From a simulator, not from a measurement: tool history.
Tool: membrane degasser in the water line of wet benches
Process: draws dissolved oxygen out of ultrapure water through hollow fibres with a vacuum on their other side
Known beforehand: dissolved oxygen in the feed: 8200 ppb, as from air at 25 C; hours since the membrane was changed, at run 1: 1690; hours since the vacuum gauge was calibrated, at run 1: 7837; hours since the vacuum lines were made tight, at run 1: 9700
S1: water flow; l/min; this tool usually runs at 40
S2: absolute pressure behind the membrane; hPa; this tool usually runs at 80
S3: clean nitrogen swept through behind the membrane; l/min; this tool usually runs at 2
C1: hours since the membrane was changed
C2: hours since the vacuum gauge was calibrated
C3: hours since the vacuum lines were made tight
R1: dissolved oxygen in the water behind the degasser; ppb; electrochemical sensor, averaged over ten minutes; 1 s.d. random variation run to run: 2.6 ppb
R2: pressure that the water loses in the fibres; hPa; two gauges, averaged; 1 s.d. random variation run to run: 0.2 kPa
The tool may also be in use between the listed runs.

run,hour,S1,S2,S3,C1,C2,C3,R1,R2
1,0,40,80,2,1690,7837,9700,266.5,440.2
2,73,40,76.5,2,1763,7910,9773,247.9,440.8
3,114.3,24,80,2,1804,7951,9814,141.7,264.4
4,174.3,24,80,2,1864,8011,9874,144.3,263.7
5,236.5,40,80,2,1927,8073,9936,261.3,441.3
6,312.1,40,109.2,2,2002,8149,10012,381.7,439.2
7,346,40,109.2,2,2036,8183,10046,385.1,441.6
8,384.8,40,109.2,2,2075,8222,10085,384.2,440.4
9,439.6,40,109.2,2,2130,8276,10139,383.7,441.9
10,478.1,40,109.2,2,2168,8315,10178,381.7,440.7
11,532.3,40,109.2,2,2222,8369,10232,389.7,442.9
12,569.5,40,109.2,2,2260,8406,10269,382.7,440.1
13,614.5,47,80,2,2305,8451,10314,327.5,518.8
14,687.7,47,80,2,2378,8524,10387,325.1,517.5
15,743.2,47,80,2,2433,8580,10443,320.9,518.6
16,794.5,40,125.7,2,2485,8631,10494,456.8,441.9
17,861.1,40,70.8,1.88,2551,8698,10561,230.8,442.7
18,923.9,40,70.8,1.88,2614,8761,10624,237.5,439.3
# hour 933.1: vacuum gauge calibrated
19,960.6,53,97.6,3.71,2650,28,10660,322.3,584.6
20,1011.9,53,97.6,3.71,2702,79,10711,330.4,582.4
21,1046.4,29,80,2,2736,113,10746,179.3,317.6
22,1108.9,46,106.3,5.3,2799,176,10808,228.7,506.3
23,1183.9,36,79.7,5.57,2874,251,10883,115.9,394.2
24,1234.9,36,79.7,5.57,2924,302,10934,115.1,395.3
25,1307.7,36,79.7,5.57,2997,375,11007,114.1,396.6
26,1357.9,58,109,5.64,3047,425,11057,326.5,636.2
27,1405,58,109,5.64,3095,472,11104,332.3,638.1
28,1453.4,40,67.3,0.95,3143,520,11153,347.3,441.7
29,1498.7,40,67.3,0.95,3188,566,11198,341,439.9
30,1530.9,40,117.9,1.4,3221,598,11230,541.6,438.9
31,1606.2,33,186.7,1.2,3296,673,11305,867.9,365.5
32,1681.8,33,186.7,1.2,3371,749,11381,858.6,360.1

Below are 4 alternative next runs, each starting from the tool's condition after run 32. Predict each:
A,1732.4,55,96.2,2.63,3422,799,11432,?,?
B,1732.4,52,186.7,1.2,3422,799,11432,?,?
C,1732.4,40,170.8,2,3422,799,11432,?,?
D,1732.4,33,176.1,1.66,3422,799,11432,?,?

run,R1,R2
A,411.1,605.4
B,1234.2,573.6
C,634.7,442.1
D,617.6,363.2
The same runs, with their run-to-run variation unchanged, on a tool lacking any hidden condition would have given:
run,R1,R2
A,411,605.3
B,1234.1,573.5
C,634.5,442
D,617.5,363.1
